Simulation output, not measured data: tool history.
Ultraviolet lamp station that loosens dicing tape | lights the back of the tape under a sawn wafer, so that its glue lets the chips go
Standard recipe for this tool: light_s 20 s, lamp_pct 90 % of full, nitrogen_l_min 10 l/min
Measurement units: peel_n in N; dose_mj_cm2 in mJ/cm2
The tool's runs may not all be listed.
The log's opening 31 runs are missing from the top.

| run | day | light_s | lamp_pct | nitrogen_l_min | peel_n | dose_mj_cm2 |
|---|---|---|---|---|---|---|
| 32 | 12.317 | 20 | 63 | 8 | 0.517 | 177 |
| 33 | 12.596 | 20 | 90 | 7 | 0.302 | 249 |
| 34 | 12.967 | 20 | 66 | 3 | 0.803 | 182 |
| 35 | 13.454 | 10 | 80 | 11 | 0.922 | 109 |
|  | 13.562 | window cleaned of glue's vapour, once more |
| 36 | 13.850 | 24 | 82 | 15 | 0.192 | 298 |
| 37 | 14.092 | 22 | 63 | 15 | 0.288 | 208 |
| 38 | 14.592 | 27 | 78 | 10 | 0.203 | 315 |
| 39 | 14.975 | 17 | 90 | 3 | 0.558 | 226 |
| 40 | 15.279 | 17 | 90 | 3 | 0.569 | 224 |
| 41 | 15.738 | 29 | 90 | 5 | 0.188 | 388 |
| 42 | 16.142 | 11 | 95 | 4 | 0.903 | 153 |
| 43 | 16.558 | 11 | 95 | 4 | 0.875 | 154 |
| 44 | 16.825 | 26 | 87 | 4 | 0.259 | 336 |

3 options for the next run, each taken on its own from the tool as it stands now. Forecast them:
| A | 17.350 | 20 | 87 | 20 | ? | ? |
| B | 17.350 | 39 | 90 | 3 | ? | ? |
| C | 17.350 | 27 | 90 | 10 | ? | ? |

| run | peel_n | dose_mj_cm2 |
|---|---|---|
| A | 0.200 | 254 |
| B | 0.177 | 520 |
| C | 0.183 | 359 |
Without the tool's hidden state the same runs would have given:
| run | peel_n | dose_mj_cm2 |
|---|---|---|
| A | 0.184 | 282 |
| B | 0.167 | 577 |
| C | 0.175 | 398 |

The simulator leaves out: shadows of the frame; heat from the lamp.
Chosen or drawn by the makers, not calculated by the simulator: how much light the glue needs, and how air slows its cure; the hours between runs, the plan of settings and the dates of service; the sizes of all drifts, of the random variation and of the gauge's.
